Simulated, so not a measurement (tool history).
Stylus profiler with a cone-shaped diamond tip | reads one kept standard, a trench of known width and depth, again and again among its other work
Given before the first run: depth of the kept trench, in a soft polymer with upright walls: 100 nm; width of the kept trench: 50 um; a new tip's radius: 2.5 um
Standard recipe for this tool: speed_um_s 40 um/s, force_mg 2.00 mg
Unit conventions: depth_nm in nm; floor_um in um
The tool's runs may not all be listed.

run	day	speed_um_s	force_mg	depth_nm	floor_um
1	0.000	40	2.00	101.10	47.65
2	3.088	40	2.00	101.04	47.61
3	7.500	40	2.00	101.10	47.47
4	11.700	15	2.00	101.15	47.53
# day 12.196: new tip fitted, height scale calibrated
5	15.092	15	2.00	100.97	48.45
6	18.942	15	2.00	100.98	48.37
7	22.121	15	2.00	100.93	48.30
8	25.921	15	2.00	100.95	48.19
9	30.438	15	2.00	100.96	48.07
10	33.112	15	2.00	100.99	48.07
# day 33.433: height scale calibrated on a step standard
11	37.050	14	2.00	101.05	47.95
12	40.325	14	2.00	101.01	47.87
13	44.338	11	2.00	101.02	47.77
14	47.096	11	2.00	101.09	47.74
# day 47.642: height scale calibrated on a step standard, once more
15	51.208	40	1.57	100.85	47.55
16	54.279	23	1.33	100.74	47.63
17	58.996	38	2.43	101.18	47.52
18	61.450	46	3.02	101.26	47.41
# day 62.258: new tip fitted, height scale calibrated
19	64.121	46	3.02	101.26	48.40

Run 20 comes next. What will it give?
20	68.446	46	3.02	?	?

depth_nm: 101.24 nm
floor_um: 48.24 um
Were there no unlogged condition in the tool, this run, its random variation unchanged, would have produced depth_nm 101.25 nm, floor_um 48.42 um.
